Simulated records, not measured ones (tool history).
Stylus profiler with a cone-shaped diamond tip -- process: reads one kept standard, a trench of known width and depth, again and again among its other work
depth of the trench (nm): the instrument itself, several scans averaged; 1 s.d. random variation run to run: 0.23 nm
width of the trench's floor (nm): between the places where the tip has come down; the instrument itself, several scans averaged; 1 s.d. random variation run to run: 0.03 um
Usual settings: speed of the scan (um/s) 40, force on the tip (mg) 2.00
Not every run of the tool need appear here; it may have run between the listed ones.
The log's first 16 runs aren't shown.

run,day,speed of the scan (um/s),force on the tip (mg),scans with this tip,hours of work since the height scale was calibrated,depth of the trench (nm),width of the trench's floor (nm)
# day 63.662: new tip fitted, height scale calibrated
17,65.383,133,1.14,316,30,1008.39,25290
18,69.946,53,0.71,1152,109,1006.45,25400
19,72.471,48,3.79,1615,153,1018.06,25550
20,76.525,48,3.79,2358,224,1018.29,25400
21,78.908,48,3.79,2795,265,1018.52,25290
22,83.862,40,1.06,3702,352,1008.98,25080
23,86.750,42,4.06,4232,402,1019.67,25010
24,89.825,42,4.06,4796,455,1020.15,24910
25,92.146,38,4.63,5221,496,1021.75,24900
26,97.683,90,1.90,6236,592,1012.94,24330
27,101.033,69,0.68,6849,651,1007.95,24150
28,103.921,57,2.00,7379,701,1013.57,24320

Expected results for the next run?
29,107.104,107,2.36,7962,756,?,?

depth of the trench (nm): 1015.70
width of the trench's floor (nm): 23960
Were there no unlogged condition in the tool, this run, its random variation unchanged, would have produced depth of the trench (nm) 1012.88, width of the trench's floor (nm) 25500.
